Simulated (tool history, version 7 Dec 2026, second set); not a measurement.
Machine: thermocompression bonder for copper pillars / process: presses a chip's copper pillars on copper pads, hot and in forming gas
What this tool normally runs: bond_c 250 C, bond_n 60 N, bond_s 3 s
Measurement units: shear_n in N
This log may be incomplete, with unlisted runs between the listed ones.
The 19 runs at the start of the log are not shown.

run,hour,bond_c,bond_n,bond_s,shear_n
20,692.5,250,48,3,49.7
# hour 704.9: forming gas filter changed
21,724.6,229,45,2,30.6
22,749.3,250,46,2,45.3
# hour 770.4: force cell calibrated
23,774.1,238,63,3,51.8
24,824.3,240,48,3,43.7
25,861.3,229,83,5,68.2
26,907.6,250,48,2,41.4
27,945.1,250,48,2,41.1
28,992.1,250,48,2,41.3
29,1033.4,233,60,4,48.1
# hour 1071.0: forming gas filter changed
30,1077.2,264,36,5,61.2
31,1111.9,262,37,5,59.5
32,1147.2,264,58,5,84.8
33,1174.5,264,58,5,83.5
34,1208.1,220,75,2,36.9
35,1244.7,220,49,2,24.3
36,1281.0,256,49,2,47.1
37,1307.5,232,47,2,28.8
38,1344.6,250,50,3,49.2

Below are 3 alternative next runs, each starting from the tool's condition after run 38. Predict each:
A,1367.7,250,51,8,?
B,1367.7,272,60,5,?
C,1367.7,250,50,5,?

run,shear_n
A,71.4
B,88.4
C,60.8
Stripped of hidden state, with their random variation kept, the same runs would have yielded:
run,shear_n
A,81.5
B,99.5
C,69.7
